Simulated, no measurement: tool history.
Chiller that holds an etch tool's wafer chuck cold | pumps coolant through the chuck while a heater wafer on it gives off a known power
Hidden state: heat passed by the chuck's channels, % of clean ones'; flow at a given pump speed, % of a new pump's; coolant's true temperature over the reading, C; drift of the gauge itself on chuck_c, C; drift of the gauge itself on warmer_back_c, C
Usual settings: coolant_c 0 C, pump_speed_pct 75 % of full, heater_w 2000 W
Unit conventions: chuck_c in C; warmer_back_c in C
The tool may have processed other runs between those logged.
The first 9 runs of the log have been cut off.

run	hour	coolant_c	pump_speed_pct	heater_w	hours since the coolant was changed and the channels were flushed	hours since the pump was overhauled	hours since the chiller's thermometer was calibrated	chuck_c	warmer_back_c
10	434.2	0	71	1420	2271	1433	2848	12.5	5.52
11	482.5	0	71	1420	2319	1482	2896	12.3	5.53
12	528	0	71	1420	2365	1527	2942	12.5	5.56
13	559.8	0	97	1420	2396	1559	2973	9.3	3.91
14	611.7	0	75	2000	2448	1611	3025	16.4	7.32
15	661.8	0	75	2000	2498	1661	3075	16.6	7.39
16	709.7	0	75	2000	2546	1709	3123	16.3	7.4
17	738.7	0	89	2399	2575	1738	3152	16.5	7.29
18	795.6	0	89	2399	2632	1795	3209	16.7	7.31
# hour 801: chiller's thermometer calibrated
19	843.4	0	89	2399	2679	1842	42	16.9	7.31
20	898.6	0	89	2399	2734	1897	98	16.9	7.34
21	928.6	7	64	1749	2764	1927	128	24.2	7.74
22	985.3	7	64	1749	2821	1984	184	24.3	7.8
23	1050.8	7	64	1749	2886	2049	250	24.1	7.82
24	1097.5	6	86	1749	2933	2096	296	19	5.56
25	1159.6	6	86	1749	2995	2158	359	19.3	5.62
# hour 1182.2: chiller's thermometer calibrated, once more
26	1214	6	86	1749	3049	2211	32	18.4	5.54
27	1244.9	0	75	1262	3080	2242	63	10.4	4.65
28	1303.3	-7	84	2000	3138	2301	121	7.4	6.62
29	1341.2	8	84	1497	3176	2338	159	18.8	4.89
30	1406.8	8	84	1497	3241	2404	225	18.8	4.89
31	1473.7	0	75	1231	3308	2471	292	10.1	4.64

Alternative continuations, all from the tool just after run 31; predict every row:
A	1542.1	0	75	1360	3377	2539	360	?	?
B	1542.1	-4	75	2478	3377	2539	360	?	?
C	1542.1	0	79	2000	3377	2539	360	?	?
D	1542.1	0	95	1231	3377	2539	360	?	?
E	1542.1	6	97	2000	3377	2539	360	?	?

run	chuck_c	warmer_back_c
A	11.1	5.11
B	16.4	9.36
C	15.7	7.07
D	8.1	3.55
E	18.5	5.61
Without the tool's hidden state the same runs would have given:
run	chuck_c	warmer_back_c
A	10	4.85
B	14.4	8.88
C	14.2	6.7
D	7.2	3.36
E	17.3	5.32

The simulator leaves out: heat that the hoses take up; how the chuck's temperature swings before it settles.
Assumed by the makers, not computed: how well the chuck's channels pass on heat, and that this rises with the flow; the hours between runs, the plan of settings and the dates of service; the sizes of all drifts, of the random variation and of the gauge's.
